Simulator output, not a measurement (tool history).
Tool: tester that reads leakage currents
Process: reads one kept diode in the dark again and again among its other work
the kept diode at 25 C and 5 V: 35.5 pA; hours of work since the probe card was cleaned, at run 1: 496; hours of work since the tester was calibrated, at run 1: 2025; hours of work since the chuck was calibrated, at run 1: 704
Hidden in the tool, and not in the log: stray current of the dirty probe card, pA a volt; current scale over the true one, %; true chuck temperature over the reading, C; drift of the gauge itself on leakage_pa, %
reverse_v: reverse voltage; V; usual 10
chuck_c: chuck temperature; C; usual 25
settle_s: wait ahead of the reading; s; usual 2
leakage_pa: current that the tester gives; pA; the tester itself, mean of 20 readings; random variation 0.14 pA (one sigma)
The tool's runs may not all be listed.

run    hour  reverse_v  chuck_c  settle_s  hours of work since the probe card was cleaned  hours of work since the tester was calibrated  hours of work since the chuck was calibrated  leakage_pa
  1       0         10       25         2                                             496                                           2025                                           704       56.96
  2   137.2        6.4       25         2                                             584                                           2113                                           792       48.59
  3     336         10       25         2                                             712                                           2241                                           920       61.55
  4   505.1         10       25         2                                             821                                           2350                                          1029       64.73
  5     606         10       25         2                                             886                                           2415                                          1094       66.01
      704.4  -- chuck's temperature calibrated
  6   763.7         10       25         2                                             986                                           2516                                            38       63.43
  7   869.7         10       25         2                                            1054                                           2584                                           106       64.87
  8   969.5         10       25         2                                            1119                                           2648                                           171       66.47
  9  1068.2         10       25         2                                            1182                                           2712                                           234       68.36
 10  1229.2         10       25         2                                            1286                                           2815                                           338       70.17
 11  1341.2         10       25      1.05                                            1358                                           2888                                           410       72.71
     1417.2  -- probe card cleaned and baked
 12  1536.7        2.6       25         2                                              77                                           3012                                           534       31.03
 13  1720.8        2.6       25      1.14                                             196                                           3130                                           653       32.12
 14  1906.8        2.2       29      2.88                                             315                                           3250                                           773        43.7
     1923.1  -- tester calibrated
 15  2104.7        3.1       20      9.06                                             442                                            117                                           899       23.57
 16  2292.4        3.1       20      9.06                                             562                                            238                                          1020       24.41
 17  2470.2        8.7       51         2                                             677                                            352                                          1134      409.85
     2501.3  -- chuck's temperature calibrated
 18    2586        5.8       26      5.67                                             750                                            426                                            55        48.3
 19  2782.2       10.3       26      6.04                                             877                                            552                                           181       65.69
 20  2954.4       16.3       20      2.82                                             988                                            663                                           292       62.99
     2967.6  -- tester calibrated, once more
 21  3151.1         11       25      0.71                                            1113                                            118                                           417       72.25

Forecast each of these 4 alternatives for the next run:
  A  3267.2         11       50      0.71                                            1188                                            193                                           492           ?
  B  3267.2         11       25      1.27                                            1188                                            193                                           492           ?
  C  3267.2         11       25      2.38                                            1188                                            193                                           492           ?
  D  3267.2         10       25      1.89                                            1188                                            193                                           492           ?

run  leakage_pa
  A       407.3
  B       73.07
  C       72.95
  D       69.48
Without the tool's hidden state the same runs would have given:
run  leakage_pa
  A      365.79
  B        46.3
  C       46.05
  D       44.86

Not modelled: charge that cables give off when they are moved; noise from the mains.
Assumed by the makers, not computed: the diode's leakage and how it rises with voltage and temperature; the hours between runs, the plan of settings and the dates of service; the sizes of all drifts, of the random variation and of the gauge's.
